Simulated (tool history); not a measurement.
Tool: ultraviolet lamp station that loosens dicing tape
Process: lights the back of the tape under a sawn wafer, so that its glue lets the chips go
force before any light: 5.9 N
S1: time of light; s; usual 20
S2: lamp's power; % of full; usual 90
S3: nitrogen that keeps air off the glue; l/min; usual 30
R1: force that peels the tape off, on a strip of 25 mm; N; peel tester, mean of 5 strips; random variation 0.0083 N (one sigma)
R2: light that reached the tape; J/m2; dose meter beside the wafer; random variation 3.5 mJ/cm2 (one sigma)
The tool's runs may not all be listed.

{"run": 1, "hour": 0.0, "S1": 20, "S2": 90, "S3": 30, "R1": 0.77, "R2": 3840}
{"run": 2, "hour": 50.8, "S1": 20, "S2": 90, "S3": 30, "R1": 0.77, "R2": 3780}
{"run": 3, "hour": 113.7, "S1": 20, "S2": 90, "S3": 30, "R1": 0.814, "R2": 3740}
{"hour": 160.3, "done": "window cleaned of glue's vapour"}
{"run": 4, "hour": 175.6, "S1": 20, "S2": 90, "S3": 10, "R1": 1.055, "R2": 4050}
{"run": 5, "hour": 220.4, "S1": 20, "S2": 90, "S3": 30, "R1": 0.711, "R2": 3990}
{"run": 6, "hour": 280.0, "S1": 20, "S2": 90, "S3": 30, "R1": 0.771, "R2": 3910}
{"run": 7, "hour": 321.0, "S1": 20, "S2": 90, "S3": 30, "R1": 0.786, "R2": 3870}
{"run": 8, "hour": 361.3, "S1": 20, "S2": 90, "S3": 30, "R1": 0.777, "R2": 3800}

Forecast run 9:
{"run": 9, "hour": 399.9, "S1": 20, "S2": 90, "S3": 30, "R1": "?", "R2": "?"}

R1: 0.763 N
R2: 3830 J/m2
Without the tool's hidden state the same run would have given R1 0.311 N, R2 5900 J/m2.
